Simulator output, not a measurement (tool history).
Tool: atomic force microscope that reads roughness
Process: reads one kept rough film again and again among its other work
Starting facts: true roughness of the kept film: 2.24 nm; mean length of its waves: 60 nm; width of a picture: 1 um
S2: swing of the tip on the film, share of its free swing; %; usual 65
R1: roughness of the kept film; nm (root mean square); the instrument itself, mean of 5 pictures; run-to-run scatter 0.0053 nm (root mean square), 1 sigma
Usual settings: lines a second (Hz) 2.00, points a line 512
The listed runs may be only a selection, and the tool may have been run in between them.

run 1 day=0.000 | lines_a_second_(Hz)=2.00 S2=65 points_a_line=512 | R1=2.139
run 2 day=0.367 | lines_a_second_(Hz)=2.00 S2=65 points_a_line=512 | R1=2.134
run 3 day=0.929 | lines_a_second_(Hz)=2.00 S2=65 points_a_line=512 | R1=2.126
run 4 day=1.417 | lines_a_second_(Hz)=2.00 S2=67 points_a_line=512 | R1=2.122
run 5 day=1.783 | lines_a_second_(Hz)=2.00 S2=65 points_a_line=512 | R1=2.125
run 6 day=2.404 | lines_a_second_(Hz)=2.00 S2=65 points_a_line=512 | R1=2.118
run 7 day=3.288 | lines_a_second_(Hz)=2.00 S2=65 points_a_line=323 | R1=2.110
run 8 day=3.996 | lines_a_second_(Hz)=2.00 S2=65 points_a_line=323 | R1=2.115
run 9 day=4.425 | lines_a_second_(Hz)=2.00 S2=65 points_a_line=633 | R1=2.109
run 10 day=5.167 | lines_a_second_(Hz)=2.00 S2=65 points_a_line=633 | R1=2.115
-- day=5.900 new tip fitted
run 11 day=5.992 | lines_a_second_(Hz)=2.00 S2=65 points_a_line=633 | R1=2.170
run 12 day=6.483 | lines_a_second_(Hz)=2.00 S2=65 points_a_line=633 | R1=2.168
run 13 day=7.329 | lines_a_second_(Hz)=2.00 S2=65 points_a_line=512 | R1=2.156
run 14 day=7.788 | lines_a_second_(Hz)=2.00 S2=65 points_a_line=512 | R1=2.153
run 15 day=8.308 | lines_a_second_(Hz)=2.00 S2=65 points_a_line=512 | R1=2.148
run 16 day=9.196 | lines_a_second_(Hz)=2.57 S2=65 points_a_line=792 | R1=2.135
run 17 day=9.658 | lines_a_second_(Hz)=1.68 S2=83 points_a_line=539 | R1=2.092
run 18 day=10.058 | lines_a_second_(Hz)=2.41 S2=64 points_a_line=727 | R1=2.147
run 19 day=10.525 | lines_a_second_(Hz)=0.82 S2=65 points_a_line=438 | R1=2.183
run 20 day=11.358 | lines_a_second_(Hz)=0.65 S2=84 points_a_line=624 | R1=2.150
run 21 day=12.042 | lines_a_second_(Hz)=0.65 S2=84 points_a_line=624 | R1=2.144
run 22 day=12.754 | lines_a_second_(Hz)=0.90 S2=65 points_a_line=512 | R1=2.161
run 23 day=13.629 | lines_a_second_(Hz)=1.16 S2=65 points_a_line=345 | R1=2.167
run 24 day=14.300 | lines_a_second_(Hz)=0.79 S2=80 points_a_line=350 | R1=2.123
run 25 day=14.767 | lines_a_second_(Hz)=0.67 S2=59 points_a_line=512 | R1=2.163
run 26 day=15.442 | lines_a_second_(Hz)=0.95 S2=68 points_a_line=627 | R1=2.141
run 27 day=15.988 | lines_a_second_(Hz)=3.49 S2=79 points_a_line=512 | R1=1.994
run 28 day=16.850 | lines_a_second_(Hz)=1.18 S2=74 points_a_line=564 | R1=2.117
-- day=17.500 new tip fitted
run 29 day=17.521 | lines_a_second_(Hz)=1.18 S2=74 points_a_line=564 | R1=2.183
run 30 day=18.067 | lines_a_second_(Hz)=1.18 S2=74 points_a_line=564 | R1=2.174

Alternative continuations, all from the tool just after run 30; predict every row:
run A day=18.804 | lines_a_second_(Hz)=1.16 S2=63 points_a_line=512 | R1=?
run B day=18.804 | lines_a_second_(Hz)=1.10 S2=74 points_a_line=564 | R1=?
run C day=18.804 | lines_a_second_(Hz)=3.96 S2=74 points_a_line=564 | R1=?

run=A R1=2.197
run=B R1=2.161
run=C R1=2.050
With the hidden condition removed and each run's random variation left untouched, the same runs would have given:
run=A R1=2.176
run=B R1=2.141
run=C R1=2.030

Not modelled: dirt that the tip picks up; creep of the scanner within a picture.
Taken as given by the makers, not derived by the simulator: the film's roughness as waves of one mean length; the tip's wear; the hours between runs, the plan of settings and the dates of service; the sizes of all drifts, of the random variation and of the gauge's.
